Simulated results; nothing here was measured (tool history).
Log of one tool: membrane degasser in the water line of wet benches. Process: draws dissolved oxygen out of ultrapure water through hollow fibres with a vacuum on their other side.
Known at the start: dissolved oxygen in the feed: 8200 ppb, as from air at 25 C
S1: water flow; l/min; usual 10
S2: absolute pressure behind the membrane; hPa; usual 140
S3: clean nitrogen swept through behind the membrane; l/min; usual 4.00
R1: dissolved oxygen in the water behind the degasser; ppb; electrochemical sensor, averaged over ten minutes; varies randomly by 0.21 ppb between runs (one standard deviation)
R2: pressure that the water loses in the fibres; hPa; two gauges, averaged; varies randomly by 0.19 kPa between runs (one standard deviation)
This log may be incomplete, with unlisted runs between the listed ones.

run 1 day=0.000 | S1=10 S2=140 S3=4.00 | R1=72.8 R2=575.7
run 2 day=2.662 | S1=10 S2=140 S3=4.00 | R1=72.5 R2=575.5
run 3 day=3.942 | S1=10 S2=140 S3=4.00 | R1=72.4 R2=575.2
run 4 day=5.533 | S1=10 S2=140 S3=4.00 | R1=72.8 R2=575.8
run 5 day=6.912 | S1=10 S2=303 S3=4.00 | R1=173.2 R2=574.1
run 6 day=8.262 | S1=10 S2=108 S3=4.00 | R1=52.3 R2=575.0
run 7 day=11.258 | S1=10 S2=108 S3=4.00 | R1=52.4 R2=576.0
run 8 day=13.612 | S1=10 S2=108 S3=4.00 | R1=52.4 R2=579.2
run 9 day=15.362 | S1=10 S2=108 S3=4.00 | R1=52.1 R2=572.7
run 10 day=18.325 | S1=10 S2=108 S3=4.00 | R1=52.7 R2=573.4
run 11 day=19.983 | S1=10 S2=108 S3=4.00 | R1=52.2 R2=575.5
run 12 day=22.675 | S1=10 S2=108 S3=4.00 | R1=52.5 R2=577.8
run 13 day=25.717 | S1=10 S2=140 S3=6.61 | R1=45.5 R2=573.9
run 14 day=28.608 | S1=11 S2=140 S3=4.00 | R1=80.4 R2=631.4
run 15 day=30.733 | S1=7 S2=140 S3=4.00 | R1=50.8 R2=404.7
run 16 day=31.962 | S1=7 S2=140 S3=4.00 | R1=51.0 R2=401.1
run 17 day=34.150 | S1=7 S2=140 S3=4.00 | R1=50.6 R2=406.0
run 18 day=35.508 | S1=9 S2=128 S3=2.88 | R1=79.8 R2=517.4
run 19 day=38.362 | S1=11 S2=128 S3=9.67 | R1=33.0 R2=635.5
run 20 day=40.804 | S1=6 S2=142 S3=7.97 | R1=23.0 R2=346.1
run 21 day=42.033 | S1=7 S2=140 S3=11.59 | R1=18.7 R2=404.5
run 22 day=43.692 | S1=7 S2=140 S3=11.59 | R1=18.6 R2=401.3
run 23 day=45.679 | S1=10 S2=140 S3=6.13 | R1=49.0 R2=576.6
run 24 day=47.225 | S1=11 S2=140 S3=4.00 | R1=80.9 R2=634.0
run 25 day=48.588 | S1=11 S2=140 S3=4.00 | R1=80.6 R2=633.1
run 26 day=51.383 | S1=10 S2=119 S3=4.00 | R1=59.6 R2=578.3
run 27 day=53.854 | S1=10 S2=97 S3=2.22 | R1=78.2 R2=574.6
run 28 day=55.758 | S1=10 S2=97 S3=2.22 | R1=78.2 R2=578.6
run 29 day=57.817 | S1=9 S2=140 S3=1.80 | R1=138.8 R2=518.4
run 30 day=60.383 | S1=12 S2=345 S3=6.80 | R1=146.0 R2=692.7

Some steps in R1 between neighbouring runs. How much of each would the tool show without its hidden state too (settings, what came in, random variation), and how much is left for the hidden state, with any gauge scatter that isn't in both results?
Hidden conditions of the tool in this case: membrane still open, %; true pressure behind the membrane over the reading, kPa; air that leaks in behind the membrane, l/min; drift of the gauge itself on oxygen_ppb, %; drift of the gauge itself on loss_of_pressure_kpa, %.
Run 4 -> 5: S2 140 -> 303. R1 +100.4 ppb: hidden state +2.6, all else +97.8.
Run 5 -> 6: S2 303 -> 108. R1 -120.9 ppb: hidden state -3.2, all else -117.7.
Run 28 -> 29: S1 10 -> 9, S2 97 -> 140, S3 2.22 -> 1.80. R1 +60.6 ppb: hidden state +2.4, all else +58.2.
